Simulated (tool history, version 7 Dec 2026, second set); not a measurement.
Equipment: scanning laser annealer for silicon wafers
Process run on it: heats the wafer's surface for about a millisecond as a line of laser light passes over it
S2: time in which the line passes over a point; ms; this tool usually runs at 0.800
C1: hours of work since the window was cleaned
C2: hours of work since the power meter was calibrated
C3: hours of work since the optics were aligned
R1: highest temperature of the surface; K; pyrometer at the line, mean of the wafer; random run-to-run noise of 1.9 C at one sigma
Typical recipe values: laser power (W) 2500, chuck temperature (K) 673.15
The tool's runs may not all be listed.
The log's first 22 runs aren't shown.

run 23 hour=1148.7 | laser_power_(W)=2185 S2=0.661 chuck_temperature_(K)=637.15 | C1=614 C2=2565 C3=946 | R1=1210.15
run 24 hour=1194.3 | laser_power_(W)=2515 S2=0.800 chuck_temperature_(K)=638.15 | C1=643 C2=2595 C3=975 | R1=1369.15
-- hour=1220.8 window over the wafer cleaned
-- hour=1257.3 optics aligned, line set to its width
run 25 hour=1270.5 | laser_power_(W)=2742 S2=0.967 chuck_temperature_(K)=658.15 | C1=29 C2=2640 C3=9 | R1=1539.15
run 26 hour=1323.7 | laser_power_(W)=2448 S2=0.800 chuck_temperature_(K)=673.15 | C1=64 C2=2674 C3=43 | R1=1387.15
run 27 hour=1392.7 | laser_power_(W)=2745 S2=0.800 chuck_temperature_(K)=673.15 | C1=108 C2=2719 C3=88 | R1=1472.15
run 28 hour=1458.0 | laser_power_(W)=2745 S2=0.800 chuck_temperature_(K)=673.15 | C1=151 C2=2761 C3=130 | R1=1472.15
run 29 hour=1524.9 | laser_power_(W)=2500 S2=0.600 chuck_temperature_(K)=695.15 | C1=194 C2=2805 C3=174 | R1=1316.15
run 30 hour=1556.7 | laser_power_(W)=2500 S2=0.562 chuck_temperature_(K)=650.15 | C1=215 C2=2825 C3=194 | R1=1251.15
run 31 hour=1608.0 | laser_power_(W)=2500 S2=0.562 chuck_temperature_(K)=650.15 | C1=248 C2=2859 C3=228 | R1=1247.15
run 32 hour=1671.0 | laser_power_(W)=2463 S2=0.796 chuck_temperature_(K)=696.15 | C1=289 C2=2900 C3=268 | R1=1408.15
run 33 hour=1707.6 | laser_power_(W)=2142 S2=0.800 chuck_temperature_(K)=704.15 | C1=313 C2=2923 C3=292 | R1=1329.15
run 34 hour=1743.7 | laser_power_(W)=2601 S2=0.705 chuck_temperature_(K)=665.15 | C1=336 C2=2947 C3=316 | R1=1372.15
run 35 hour=1782.3 | laser_power_(W)=2524 S2=0.800 chuck_temperature_(K)=673.15 | C1=361 C2=2972 C3=341 | R1=1408.15
run 36 hour=1835.2 | laser_power_(W)=2209 S2=0.663 chuck_temperature_(K)=673.15 | C1=395 C2=3006 C3=375 | R1=1253.15
run 37 hour=1902.2 | laser_power_(W)=2209 S2=0.663 chuck_temperature_(K)=673.15 | C1=439 C2=3050 C3=418 | R1=1252.15
run 38 hour=1948.2 | laser_power_(W)=2209 S2=0.663 chuck_temperature_(K)=673.15 | C1=469 C2=3079 C3=448 | R1=1252.15
run 39 hour=2021.2 | laser_power_(W)=2209 S2=0.663 chuck_temperature_(K)=673.15 | C1=516 C2=3127 C3=496 | R1=1249.15
run 40 hour=2057.6 | laser_power_(W)=2209 S2=0.663 chuck_temperature_(K)=673.15 | C1=540 C2=3151 C3=519 | R1=1249.15

Predict each of these 5 candidate next runs independently; none follows another, all start after run 40:
run A hour=2097.8 | laser_power_(W)=2500 S2=0.800 chuck_temperature_(K)=660.15 | C1=566 C2=3177 C3=545 | R1=?
run B hour=2097.8 | laser_power_(W)=2209 S2=0.594 chuck_temperature_(K)=673.15 | C1=566 C2=3177 C3=545 | R1=?
run C hour=2097.8 | laser_power_(W)=2202 S2=0.667 chuck_temperature_(K)=673.15 | C1=566 C2=3177 C3=545 | R1=?
run D hour=2097.8 | laser_power_(W)=2742 S2=0.993 chuck_temperature_(K)=673.15 | C1=566 C2=3177 C3=545 | R1=?
run E hour=2097.8 | laser_power_(W)=2458 S2=0.801 chuck_temperature_(K)=709.15 | C1=566 C2=3177 C3=545 | R1=?

run=A R1=1384.15
run=B R1=1216.15
run=C R1=1251.15
run=D R1=1567.15
run=E R1=1422.15
Had the tool no hidden state, the same runs would have come out as:
run=A R1=1385.15
run=B R1=1217.15
run=C R1=1252.15
run=D R1=1568.15
run=E R1=1423.15
